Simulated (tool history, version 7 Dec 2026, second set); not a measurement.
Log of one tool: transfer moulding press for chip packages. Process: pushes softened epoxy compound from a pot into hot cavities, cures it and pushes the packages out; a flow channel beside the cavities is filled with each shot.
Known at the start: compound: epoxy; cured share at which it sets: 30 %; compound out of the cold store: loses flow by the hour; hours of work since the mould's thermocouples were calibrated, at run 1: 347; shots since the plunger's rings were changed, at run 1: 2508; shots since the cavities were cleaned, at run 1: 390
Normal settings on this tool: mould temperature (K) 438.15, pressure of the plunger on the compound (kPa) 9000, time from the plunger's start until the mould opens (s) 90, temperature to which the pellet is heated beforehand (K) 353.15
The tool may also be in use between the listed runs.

run	hour	mould temperature (K)	pressure of the plunger on the compound (kPa)	time from the plunger's start until the mould opens (s)	temperature to which the pellet is heated beforehand (K)	hours of work since the mould's thermocouples were calibrated	shots since the plunger's rings were changed	shots since the cavities were cleaned	incoming compound's hours out of the cold store	length that the compound runs in the flow channel (mm)	greatest force on the pins that push the packages out (N)
1	0	438.15	9000	90	353.15	347	2508	390	19.7	960	555
2	21.1	438.15	9000	90	353.15	356	2665	547	45.7	880	564
3	42.4	438.15	9000	90	353.15	364	2824	706	34.3	912	565
4	60.6	438.15	9000	90	353.15	371	2960	842	23.3	948	604
# hour 83.5: cavities cleaned with cleaning compound and waxed
5	83.7	438.15	7280	90	353.15	380	3121	2	18.5	865	639
6	95.4	438.15	7280	90	353.15	385	3208	89	32.6	826	642
7	116.3	438.15	7280	90	353.15	393	3364	245	31.9	827	666
8	130	438.15	7280	90	353.15	399	3466	347	14.1	886	663
9	156.7	438.15	7280	90	353.15	409	3665	546	29	834	666
10	171.4	438.15	9000	90	353.15	415	3775	656	39.4	886	640
11	194.6	438.15	9000	90	353.15	424	3948	829	45	873	679
# hour 207.6: cavities cleaned with cleaning compound and waxed, once more
12	213.9	438.15	9000	90	353.15	431	4081	47	42.3	875	461
# hour 218.5: plunger's sealing rings changed
13	230.3	438.15	9000	90	353.15	437	89	151	29.2	949	480
14	250.3	438.15	10860	90	353.15	445	238	300	41.2	1005	545
# hour 267.1: mould's thermocouples calibrated
15	273.3	438.15	8040	90	353.15	2	395	457	27.6	910	597
16	299.3	438.15	8040	90	353.15	13	589	651	8.1	971	626
17	313	437.15	9000	122	353.15	18	691	753	24.3	974	534
18	332.4	442.15	9000	118	350.15	26	835	897	29.2	936	534
# hour 347.8: cavities cleaned with cleaning compound and waxed
19	361.8	442.15	9000	118	350.15	37	1043	104	19.8	975	433
20	388.5	438.15	6810	90	353.15	48	1242	303	33.5	810	538
21	401.1	438.15	9000	90	356.15	53	1336	397	10.4	1010	575
22	422.7	440.15	7450	90	357.15	62	1497	558	33	842	547
23	442.9	435.15	9080	90	350.15	70	1648	709	27.2	971	734
24	469.8	435.15	9720	96	350.15	81	1849	910	42.3	952	637
# hour 483.6: cavities cleaned with cleaning compound and waxed
25	491.3	435.15	9720	96	350.15	88	1998	57	30.4	992	524
26	508	431.15	9720	120	350.15	95	2122	181	8.6	1090	510
27	530.8	431.15	7540	122	350.15	104	2293	352	14.8	935	532
28	549.8	431.15	7540	122	350.15	112	2434	493	41.1	853	554

Below are 3 alternative next runs, each starting from the tool's condition after run 28. Predict each:
A	571.5	431.15	9320	76	350.15	121	2596	655	47.2	?	?
B	571.5	438.15	6800	121	349.15	121	2596	655	16.7	?	?
C	571.5	431.15	7540	70	350.15	121	2596	655	38.4	?	?

run	length that the compound runs in the flow channel (mm)	greatest force on the pins that push the packages out (N)
A	927	1303
B	853	522
C	862	1594
Without the tool's hidden state the same runs would have given:
run	length that the compound runs in the flow channel (mm)	greatest force on the pins that push the packages out (N)
A	946	1006
B	871	402
C	880	1231
